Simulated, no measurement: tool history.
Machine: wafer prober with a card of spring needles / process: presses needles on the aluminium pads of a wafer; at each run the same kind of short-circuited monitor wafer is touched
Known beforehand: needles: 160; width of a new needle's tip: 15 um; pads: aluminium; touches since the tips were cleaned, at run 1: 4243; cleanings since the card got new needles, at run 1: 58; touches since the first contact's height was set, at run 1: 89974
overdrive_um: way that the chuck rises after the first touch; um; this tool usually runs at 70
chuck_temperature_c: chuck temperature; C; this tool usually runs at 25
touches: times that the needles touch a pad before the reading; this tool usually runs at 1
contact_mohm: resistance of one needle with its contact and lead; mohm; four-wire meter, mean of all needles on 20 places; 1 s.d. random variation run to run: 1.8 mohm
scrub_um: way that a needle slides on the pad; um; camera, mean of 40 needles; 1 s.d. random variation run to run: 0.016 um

run	hour	overdrive_um	chuck_temperature_c	touches	touches since the tips were cleaned	cleanings since the card got new needles	touches since the first contact's height was set	contact_mohm	scrub_um
1	0.0	70	25	1	4243	58	89974	286	8.54
# hour 10.6: tips cleaned on abrasive film
2	32.3	70	25	1	4895	59	97230	295	8.54
# hour 41.0: tips cleaned on abrasive film
# hour 71.3: tips cleaned on abrasive film
3	86.2	70	25	1	3364	61	109310	274	8.51
# hour 101.6: tips cleaned on abrasive film
# hour 104.5: height of the first contact set anew
# hour 135.2: tips cleaned on abrasive film
4	136.5	70	25	1	294	63	7166	205	8.46
# hour 166.3: tips cleaned on abrasive film
5	182.3	70	25	1	3589	64	17449	279	8.50
# hour 196.9: tips cleaned on abrasive film
# hour 226.0: tips cleaned on abrasive film
6	233.5	70	25	1	1685	66	28924	238	8.45
# hour 258.7: tips cleaned on abrasive film
7	264.7	70	25	1	1351	67	35927	231	8.43
# hour 288.4: tips cleaned on abrasive film
8	315.1	70	25	1	6010	68	47239	311	8.46
# hour 319.3: tips cleaned on abrasive film
# hour 348.9: height of the first contact set anew, once more
# hour 349.0: tips cleaned on abrasive film
9	360.3	54	25	1	2548	70	2548	309	6.64
# hour 380.2: tips cleaned on abrasive film
10	396.7	54	25	1	3733	71	10725	335	6.65
# hour 410.9: tips cleaned on abrasive film
# hour 441.0: tips cleaned on abrasive film
11	451.6	54	25	1	2399	73	23032	300	6.65
# hour 472.3: tips cleaned on abrasive film
12	477.3	80	25	1	1139	74	28789	217	9.83
# hour 503.7: tips cleaned on abrasive film
13	524.2	79	25	1	4619	75	39318	270	9.74
# hour 534.9: tips cleaned on abrasive film
14	552.2	79	25	1	3879	76	45585	267	9.70
# hour 563.5: tips cleaned on abrasive film
# hour 594.8: tips cleaned on abrasive film
15	599.3	79	25	1	1020	78	56143	216	9.67
# hour 623.7: tips cleaned on abrasive film
16	641.5	66	90	2	4023	79	65622	266	8.09
# hour 652.5: tips cleaned on abrasive film
# hour 685.0: tips cleaned on abrasive film
17	692.3	70	43	1	1660	81	77009	248	8.56
# hour 717.6: tips cleaned on abrasive film
18	723.1	76	32	1	1240	82	83917	222	9.25
# hour 748.6: tips cleaned on abrasive film
# hour 778.2: tips cleaned on abrasive film
19	785.5	51	25	1	1646	84	97897	307	6.18
# hour 811.4: tips cleaned on abrasive film
20	825.2	62	52	1	3116	85	106820	304	7.54
# hour 842.3: tips cleaned on abrasive film
# hour 854.0: height of the first contact set anew
21	865.2	62	52	1	5085	86	2514	327	7.64
# hour 876.2: tips cleaned on abrasive film
# hour 905.6: tips cleaned on abrasive film
22	922.2	58	25	1	3734	88	15297	331	7.14
# hour 936.1: tips cleaned on abrasive film
# hour 967.5: tips cleaned on abrasive film
23	969.0	52	25	2	330	90	25775	211	6.37
# hour 999.5: tips cleaned on abrasive film
24	1023.9	88	82	1	5484	91	38114	268	10.81
# hour 1028.1: tips cleaned on abrasive film
# hour 1057.3: tips cleaned on abrasive film
25	1066.3	56	43	2	2009	93	47594	250	6.88
# hour 1089.2: tips cleaned on abrasive film
26	1107.3	86	46	1	4076	94	56818	257	10.55
# hour 1118.5: tips cleaned on abrasive film
27	1139.2	77	46	1	4659	95	63965	285	9.42
# hour 1152.1: tips cleaned on abrasive film
28	1172.5	76	46	3	4589	96	71424	223	9.29
# hour 1183.4: tips cleaned on abrasive film
# hour 1213.2: tips cleaned on abrasive film
29	1213.2	63	42	1	0	98	80547	194	7.68
# hour 1247.0: tips cleaned on abrasive film
30	1261.8	63	42	1	3335	99	91463	297	7.71

For each entry between runs, how does the tool's hidden state at the last listed run before it compare with that at the first listed run after it?
From run 1 to run 2: tips cleaned on abrasive film (hour 10.6)
  debris on the tips, nm: 110.4 -> 115.6; way that the needles fall short of the set height, um: 0.68 -> 0.72; tips' diameter, um: 16.11 -> 16.13
  measured value less the no-hidden-state value, contact_mohm: +108 -> +114 mohm; scrub_um: -0.09 -> -0.09 um
From run 2 to run 3: tips cleaned on abrasive film (hour 41.0); tips cleaned on abrasive film (hour 71.3)
  debris on the tips, nm: 115.6 -> 98.6; way that the needles fall short of the set height, um: 0.72 -> 0.86; tips' diameter, um: 16.13 -> 16.18
  measured value less the no-hidden-state value, contact_mohm: +114 -> +97 mohm; scrub_um: -0.09 -> -0.11 um
From run 3 to run 4: tips cleaned on abrasive film (hour 101.6); height of the first contact set anew (hour 104.5); tips cleaned on abrasive film (hour 135.2)
  debris on the tips, nm: 98.6 -> 23.8; way that the needles fall short of the set height, um: 0.86 -> 1.28; tips' diameter, um: 16.18 -> 16.22
  measured value less the no-hidden-state value, contact_mohm: +97 -> +25 mohm; scrub_um: -0.11 -> -0.16 um
From run 4 to run 5: tips cleaned on abrasive film (hour 166.3)
  debris on the tips, nm: 23.8 -> 98.1; way that the needles fall short of the set height, um: 1.28 -> 1.33; tips' diameter, um: 16.22 -> 16.23
  measured value less the no-hidden-state value, contact_mohm: +25 -> +99 mohm; scrub_um: -0.16 -> -0.16 um
From run 5 to run 6: tips cleaned on abrasive film (hour 196.9); tips cleaned on abrasive film (hour 226.0)
  debris on the tips, nm: 98.1 -> 60.2; way that the needles fall short of the set height, um: 1.33 -> 1.41; tips' diameter, um: 16.23 -> 16.26
  measured value less the no-hidden-state value, contact_mohm: +99 -> +61 mohm; scrub_um: -0.16 -> -0.17 um
From run 6 to run 7: tips cleaned on abrasive film (hour 258.7)
  debris on the tips, nm: 60.2 -> 49.7; way that the needles fall short of the set height, um: 1.41 -> 1.47; tips' diameter, um: 16.26 -> 16.28
  measured value less the no-hidden-state value, contact_mohm: +61 -> +51 mohm; scrub_um: -0.17 -> -0.18 um
From run 7 to run 8: tips cleaned on abrasive film (hour 288.4)
  debris on the tips, nm: 49.7 -> 125.6; way that the needles fall short of the set height, um: 1.47 -> 1.53; tips' diameter, um: 16.28 -> 16.3
  measured value less the no-hidden-state value, contact_mohm: +51 -> +129 mohm; scrub_um: -0.18 -> -0.19 um
From run 8 to run 9: tips cleaned on abrasive film (hour 319.3); height of the first contact set anew, once more (hour 348.9); tips cleaned on abrasive film (hour 349.0)
  debris on the tips, nm: 125.6 -> 82; way that the needles fall short of the set height, um: 1.53 -> 0.07; tips' diameter, um: 16.3 -> 16.34
  measured value less the no-hidden-state value, contact_mohm: +129 -> +126 mohm; scrub_um: -0.19 -> -0.01 um
From run 9 to run 10: tips cleaned on abrasive film (hour 380.2)
  debris on the tips, nm: 82 -> 98.4; way that the needles fall short of the set height, um: 0.07 -> 0.13; tips' diameter, um: 16.34 -> 16.37
  measured value less the no-hidden-state value, contact_mohm: +126 -> +152 mohm; scrub_um: -0.01 -> -0.02 um
From run 10 to run 11: tips cleaned on abrasive film (hour 410.9); tips cleaned on abrasive film (hour 441.0)
  debris on the tips, nm: 98.4 -> 71.8; way that the needles fall short of the set height, um: 0.13 -> 0.24; tips' diameter, um: 16.37 -> 16.4
  measured value less the no-hidden-state value, contact_mohm: +152 -> +114 mohm; scrub_um: -0.02 -> -0.03 um
From run 11 to run 12: tips cleaned on abrasive film (hour 472.3)
  debris on the tips, nm: 71.8 -> 52.1; way that the needles fall short of the set height, um: 0.24 -> 0.28; tips' diameter, um: 16.4 -> 16.42
  measured value less the no-hidden-state value, contact_mohm: +114 -> +41 mohm; scrub_um: -0.03 -> -0.04 um
From run 12 to run 13: tips cleaned on abrasive film (hour 503.7)
  debris on the tips, nm: 52.1 -> 109.3; way that the needles fall short of the set height, um: 0.28 -> 0.34; tips' diameter, um: 16.42 -> 16.44
  measured value less the no-hidden-state value, contact_mohm: +41 -> +90 mohm; scrub_um: -0.04 -> -0.04 um
From run 13 to run 14: tips cleaned on abrasive film (hour 534.9)
  debris on the tips, nm: 109.3 -> 106.2; way that the needles fall short of the set height, um: 0.34 -> 0.4; tips' diameter, um: 16.44 -> 16.46
  measured value less the no-hidden-state value, contact_mohm: +90 -> +88 mohm; scrub_um: -0.04 -> -0.05 um
From run 14 to run 15: tips cleaned on abrasive film (hour 563.5); tips cleaned on abrasive film (hour 594.8)
  debris on the tips, nm: 106.2 -> 41.9; way that the needles fall short of the set height, um: 0.4 -> 0.51; tips' diameter, um: 16.46 -> 16.5
  measured value less the no-hidden-state value, contact_mohm: +88 -> +36 mohm; scrub_um: -0.05 -> -0.07 um
From run 15 to run 16: tips cleaned on abrasive film (hour 623.7)
  debris on the tips, nm: 41.9 -> 112.4; way that the needles fall short of the set height, um: 0.51 -> 0.56; tips' diameter, um: 16.5 -> 16.52
  measured value less the no-hidden-state value, contact_mohm: +36 -> +70 mohm; scrub_um: -0.07 -> -0.07 um
From run 16 to run 17: tips cleaned on abrasive film (hour 652.5); tips cleaned on abrasive film (hour 685.0)
  debris on the tips, nm: 112.4 -> 64.5; way that the needles fall short of the set height, um: 0.56 -> 0.66; tips' diameter, um: 16.52 -> 16.55
  measured value less the no-hidden-state value, contact_mohm: +70 -> +65 mohm; scrub_um: -0.07 -> -0.08 um
From run 17 to run 18: tips cleaned on abrasive film (hour 717.6)
  debris on the tips, nm: 64.5 -> 48.5; way that the needles fall short of the set height, um: 0.66 -> 0.7; tips' diameter, um: 16.55 -> 16.57
  measured value less the no-hidden-state value, contact_mohm: +65 -> +43 mohm; scrub_um: -0.08 -> -0.09 um
From run 18 to run 19: tips cleaned on abrasive film (hour 748.6); tips cleaned on abrasive film (hour 778.2)
  debris on the tips, nm: 48.5 -> 64.6; way that the needles fall short of the set height, um: 0.7 -> 0.82; tips' diameter, um: 16.57 -> 16.61
  measured value less the no-hidden-state value, contact_mohm: +43 -> +119 mohm; scrub_um: -0.09 -> -0.10 um
From run 19 to run 20: tips cleaned on abrasive film (hour 811.4)
  debris on the tips, nm: 64.6 -> 93.7; way that the needles fall short of the set height, um: 0.82 -> 0.88; tips' diameter, um: 16.61 -> 16.63
  measured value less the no-hidden-state value, contact_mohm: +119 -> +116 mohm; scrub_um: -0.10 -> -0.11 um
From run 20 to run 21: tips cleaned on abrasive film (hour 842.3); height of the first contact set anew (hour 854.0)
  debris on the tips, nm: 93.7 -> 114.6; way that the needles fall short of the set height, um: 0.88 -> 0; tips' diameter, um: 16.63 -> 16.65
  measured value less the no-hidden-state value, contact_mohm: +116 -> +138 mohm; scrub_um: -0.11 -> +0.00 um
From run 21 to run 22: tips cleaned on abrasive film (hour 876.2); tips cleaned on abrasive film (hour 905.6)
  debris on the tips, nm: 114.6 -> 106.5; way that the needles fall short of the set height, um: 0 -> 0.1; tips' diameter, um: 16.65 -> 16.68
  measured value less the no-hidden-state value, contact_mohm: +138 -> +150 mohm; scrub_um: +0.00 -> -0.01 um
From run 22 to run 23: tips cleaned on abrasive film (hour 936.1); tips cleaned on abrasive film (hour 967.5)
  debris on the tips, nm: 106.5 -> 20.4; way that the needles fall short of the set height, um: 0.1 -> 0.22; tips' diameter, um: 16.68 -> 16.72
  measured value less the no-hidden-state value, contact_mohm: +150 -> +24 mohm; scrub_um: -0.01 -> -0.03 um
From run 23 to run 24: tips cleaned on abrasive film (hour 999.5)
  debris on the tips, nm: 20.4 -> 126.3; way that the needles fall short of the set height, um: 0.22 -> 0.29; tips' diameter, um: 16.72 -> 16.75
  measured value less the no-hidden-state value, contact_mohm: +24 -> +80 mohm; scrub_um: -0.03 -> -0.04 um
From run 24 to run 25: tips cleaned on abrasive film (hour 1028.1); tips cleaned on abrasive film (hour 1057.3)
  debris on the tips, nm: 126.3 -> 70; way that the needles fall short of the set height, um: 0.29 -> 0.38; tips' diameter, um: 16.75 -> 16.78
  measured value less the no-hidden-state value, contact_mohm: +80 -> +64 mohm; scrub_um: -0.04 -> -0.05 um
From run 25 to run 26: tips cleaned on abrasive film (hour 1089.2)
  debris on the tips, nm: 70 -> 105.2; way that the needles fall short of the set height, um: 0.38 -> 0.44; tips' diameter, um: 16.78 -> 16.8
  measured value less the no-hidden-state value, contact_mohm: +64 -> +75 mohm; scrub_um: -0.05 -> -0.05 um
From run 26 to run 27: tips cleaned on abrasive film (hour 1118.5)
  debris on the tips, nm: 105.2 -> 114.7; way that the needles fall short of the set height, um: 0.44 -> 0.52; tips' diameter, um: 16.8 -> 16.83
  measured value less the no-hidden-state value, contact_mohm: +75 -> +99 mohm; scrub_um: -0.05 -> -0.07 um
From run 27 to run 28: tips cleaned on abrasive film (hour 1152.1)
  debris on the tips, nm: 114.7 -> 114.5; way that the needles fall short of the set height, um: 0.52 -> 0.58; tips' diameter, um: 16.83 -> 16.85
  measured value less the no-hidden-state value, contact_mohm: +99 -> +37 mohm; scrub_um: -0.07 -> -0.07 um
From run 28 to run 29: tips cleaned on abrasive film (hour 1183.4); tips cleaned on abrasive film (hour 1213.2)
  debris on the tips, nm: 114.5 -> 5.5; way that the needles fall short of the set height, um: 0.58 -> 0.68; tips' diameter, um: 16.85 -> 16.89
  measured value less the no-hidden-state value, contact_mohm: +37 -> +9 mohm; scrub_um: -0.07 -> -0.08 um
From run 29 to run 30: tips cleaned on abrasive film (hour 1247.0)
  debris on the tips, nm: 5.5 -> 89.8; way that the needles fall short of the set height, um: 0.68 -> 0.76; tips' diameter, um: 16.89 -> 16.91
  measured value less the no-hidden-state value, contact_mohm: +9 -> +112 mohm; scrub_um: -0.08 -> -0.09 um

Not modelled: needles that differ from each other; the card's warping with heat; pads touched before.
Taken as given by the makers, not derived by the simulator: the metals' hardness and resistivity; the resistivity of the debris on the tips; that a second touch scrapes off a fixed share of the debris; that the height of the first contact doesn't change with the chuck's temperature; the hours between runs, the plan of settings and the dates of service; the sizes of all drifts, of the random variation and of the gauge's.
